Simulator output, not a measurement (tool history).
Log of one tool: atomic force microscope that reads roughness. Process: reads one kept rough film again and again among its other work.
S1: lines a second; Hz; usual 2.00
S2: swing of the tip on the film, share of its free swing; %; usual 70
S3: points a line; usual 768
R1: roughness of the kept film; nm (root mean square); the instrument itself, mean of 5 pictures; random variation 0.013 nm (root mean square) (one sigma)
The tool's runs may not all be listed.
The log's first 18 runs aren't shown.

Run 19, hour 116.3: usual settings but S3 327. Result: R1 3.015 nm (root mean square).
Run 20, hour 120.2: usual settings but S3 327. Result: R1 3.007 nm (root mean square).
Run 21, hour 124.1: usual settings but S1 0.56 Hz, S2 88 %, S3 288. Result: R1 3.099 nm (root mean square).
Run 22, hour 129.1: usual settings but S1 0.90 Hz, S2 79 %. Result: R1 3.090 nm (root mean square).
Run 23, hour 133.4: usual settings but S1 0.62 Hz, S3 468. Result: R1 3.248 nm (root mean square).
Run 24, hour 138.7: usual settings but S1 3.19 Hz, S2 87 %, S3 781. Result: R1 2.262 nm (root mean square).
Run 25, hour 143.2: usual settings but S1 2.50 Hz, S2 87 %, S3 996. Result: R1 2.437 nm (root mean square).
Run 26, hour 147.4: usual settings but S1 2.50 Hz, S2 87 %, S3 996. Result: R1 2.432 nm (root mean square).
At hour 149.1: height scale calibrated on a step standard.
Run 27, hour 154.5: usual settings but S1 0.90 Hz, S2 76 %, S3 602. Result: R1 3.126 nm (root mean square).
Run 28, hour 159.1: usual settings but S1 2.33 Hz, S2 87 %, S3 830. Result: R1 2.492 nm (root mean square).
At hour 163.5: height scale calibrated on a step standard, once more.
Run 29, hour 166.6: usual settings but S3 771. Result: R1 2.972 nm (root mean square).
Run 30, hour 175.6: usual settings but S1 3.18 Hz, S3 799. Result: R1 2.783 nm (root mean square).
Run 31, hour 180.5: usual settings but S1 1.30 Hz, S2 58 %, S3 388. Result: R1 3.224 nm (root mean square).
Run 32, hour 188.8: usual settings but S2 86 %, S3 390. Result: R1 2.559 nm (root mean square).
Run 33, hour 195.9: usual settings but S1 1.38 Hz, S2 89 %, S3 691. Result: R1 2.698 nm (root mean square).
Run 34, hour 204.2: usual settings but S1 1.38 Hz, S2 89 %, S3 691. Result: R1 2.702 nm (root mean square).
Run 35, hour 211.3: usual settings but S2 80 %, S3 409. Result: R1 2.692 nm (root mean square).
Run 36, hour 215.8: usual settings but S1 0.89 Hz, S2 88 %. Result: R1 2.883 nm (root mean square).
Run 37, hour 220.4: usual settings but S1 0.89 Hz, S2 88 %. Result: R1 2.908 nm (root mean square).
Run 38, hour 226.1: usual settings but S1 2.39 Hz. Result: R1 2.866 nm (root mean square).
Run 39, hour 231.6: usual settings but S1 2.39 Hz. Result: R1 2.860 nm (root mean square).
Run 40, hour 237.9: usual settings but S1 2.39 Hz. Result: R1 2.855 nm (root mean square).

Forecast each of these 4 alternatives for the next run:
Run A, hour 241.7: usual settings but S1 2.39 Hz, S2 83 %. Result: R1 ?.
Run B, hour 241.7: usual settings but S1 0.62 Hz, S2 80 %, S3 269. Result: R1 ?.
Run C, hour 241.7: usual settings but S1 3.48 Hz, S2 69 %. Result: R1 ?.
Run D, hour 241.7: usual settings but S1 0.53 Hz, S2 87 %, S3 727. Result: R1 ?.

run     R1
  A  2.508
  B  3.016
  C  2.706
  D  3.059
Without the tool's hidden state the same runs would have given:
run     R1
  A  2.678
  B  3.222
  C  2.891
  D  3.268

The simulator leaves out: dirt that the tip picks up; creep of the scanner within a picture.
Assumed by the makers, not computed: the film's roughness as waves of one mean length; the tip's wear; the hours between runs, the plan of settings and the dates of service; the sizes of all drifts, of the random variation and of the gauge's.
